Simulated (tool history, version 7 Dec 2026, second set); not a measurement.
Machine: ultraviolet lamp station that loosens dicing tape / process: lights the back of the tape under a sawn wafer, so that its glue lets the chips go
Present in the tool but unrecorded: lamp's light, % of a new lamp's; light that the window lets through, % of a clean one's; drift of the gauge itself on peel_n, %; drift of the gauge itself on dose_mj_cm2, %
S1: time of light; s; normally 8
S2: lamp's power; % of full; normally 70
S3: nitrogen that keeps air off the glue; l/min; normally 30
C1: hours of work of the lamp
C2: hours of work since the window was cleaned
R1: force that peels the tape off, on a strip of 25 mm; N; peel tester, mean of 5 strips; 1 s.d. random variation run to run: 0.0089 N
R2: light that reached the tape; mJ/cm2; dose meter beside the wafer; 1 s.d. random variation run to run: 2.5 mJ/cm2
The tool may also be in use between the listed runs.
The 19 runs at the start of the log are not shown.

Run 20, hour 834.1: usual settings but S1 12 s; C1 1003; C2 154. Result: R1 0.338 N, R2 324 mJ/cm2.
Run 21, hour 870.9: usual settings but S1 12 s; C1 1023; C2 173. Result: R1 0.344 N, R2 323 mJ/cm2.
Run 22, hour 907.9: usual settings but S1 12 s; C1 1043; C2 193. Result: R1 0.351 N, R2 316 mJ/cm2.
Run 23, hour 964.1: usual settings but S1 11 s, S2 64 % of full, S3 31 l/min; C1 1073; C2 224. Result: R1 0.493 N, R2 265 mJ/cm2.
Run 24, hour 1002.4: usual settings but S1 11 s, S2 64 % of full, S3 31 l/min; C1 1094; C2 244. Result: R1 0.516 N, R2 259 mJ/cm2.
Run 25, hour 1049.3: usual settings but S2 72 % of full; C1 1119; C2 270. Result: R1 0.806 N, R2 209 mJ/cm2.
Run 26, hour 1075.9: usual settings but S2 60 % of full, S3 40 l/min; C1 1133; C2 284. Result: R1 0.934 N, R2 173 mJ/cm2.
Run 27, hour 1112.6: usual settings but S2 69 % of full, S3 45 l/min; C1 1153; C2 304. Result: R1 0.683 N, R2 198 mJ/cm2.
Run 28, hour 1166.1: usual settings but S1 5 s, S2 83 % of full, S3 10 l/min; C1 1182; C2 333. Result: R1 2.838 N, R2 143 mJ/cm2.
Run 29, hour 1194.1: usual settings but S1 9 s, S2 78 % of full, S3 55 l/min; C1 1197; C2 348. Result: R1 0.396 N, R2 240 mJ/cm2.
At hour 1229.0: window cleaned of glue's vapour.
Run 30, hour 1237.9: usual settings but S2 64 % of full, S3 27 l/min; C1 1220; C2 5. Result: R1 1.021 N, R2 198 mJ/cm2.
Run 31, hour 1299.2: usual settings but S1 13 s, S2 64 % of full, S3 20 l/min; C1 1253; C2 38. Result: R1 0.527 N, R2 309 mJ/cm2.
Run 32, hour 1341.5: usual settings but S2 89 % of full; C1 1276; C2 61. Result: R1 0.524 N, R2 258 mJ/cm2.
Run 33, hour 1385.4: usual settings but S2 89 % of full; C1 1300; C2 84. Result: R1 0.546 N, R2 260 mJ/cm2.
Run 34, hour 1444.3: usual settings but S2 89 % of full; C1 1332; C2 116. Result: R1 0.551 N, R2 248 mJ/cm2.
Run 35, hour 1481.3: usual settings but S2 89 % of full; C1 1352; C2 136. Result: R1 0.567 N, R2 246 mJ/cm2.
Run 36, hour 1512.3: usual settings but S1 12 s, S2 73 % of full, S3 17 l/min; C1 1368; C2 153. Result: R1 0.611 N, R2 299 mJ/cm2.
Run 37, hour 1555.8: usual settings but S1 12 s, S3 51 l/min; C1 1392; C2 176. Result: R1 0.301 N, R2 281 mJ/cm2.
Run 38, hour 1613.7: usual settings but S1 5 s, S2 82 % of full, S3 48 l/min; C1 1423; C2 208. Result: R1 1.288 N, R2 136 mJ/cm2.
Run 39, hour 1668.4: usual settings but S1 5 s, S2 82 % of full, S3 48 l/min; C1 1453; C2 237. Result: R1 1.357 N, R2 130 mJ/cm2.
Run 40, hour 1702.2: usual settings but S1 6 s, S2 82 % of full, S3 48 l/min; C1 1471; C2 255. Result: R1 0.997 N, R2 158 mJ/cm2.
At hour 1723.0: lamp changed.
Run 41, hour 1756.4: usual settings but S2 81 % of full; C1 18; C2 284. Result: R1 0.326 N, R2 322 mJ/cm2.
Run 42, hour 1806.5: usual settings but S2 75 % of full; C1 45; C2 311. Result: R1 0.424 N, R2 292 mJ/cm2.
Run 43, hour 1862.3: usual settings but S1 15 s, S2 82 % of full; C1 75; C2 341. Result: R1 0.194 N, R2 587 mJ/cm2.

Here are 4 independent what-if runs from the current tool condition. What would each one return?
At hour 1909.2: window cleaned of glue's vapour.
Run A, hour 1911.1: usual settings but S3 20 l/min; C1 101; C2 1. Result: R1 ?, R2 ?.
At hour 1909.2: window cleaned of glue's vapour.
Run B, hour 1911.1: usual settings but S1 7 s, S2 98 % of full, S3 21 l/min; C1 101; C2 1. Result: R1 ?, R2 ?.
At hour 1909.2: window cleaned of glue's vapour.
Run C, hour 1911.1: usual settings but S2 69 % of full; C1 101; C2 1. Result: R1 ?, R2 ?.
At hour 1909.2: window cleaned of glue's vapour.
Run D, hour 1911.1: usual settings but S2 73 % of full, S3 28 l/min; C1 101; C2 1. Result: R1 ?, R2 ?.

run     R1   R2
  A  0.542  299
  B  0.369  368
  C  0.405  294
  D  0.391  311
With the hidden condition removed and each run's random variation left untouched, the same runs would have given:
run     R1   R2
  A  0.507  309
  B  0.349  380
  C  0.381  304
  D  0.368  322
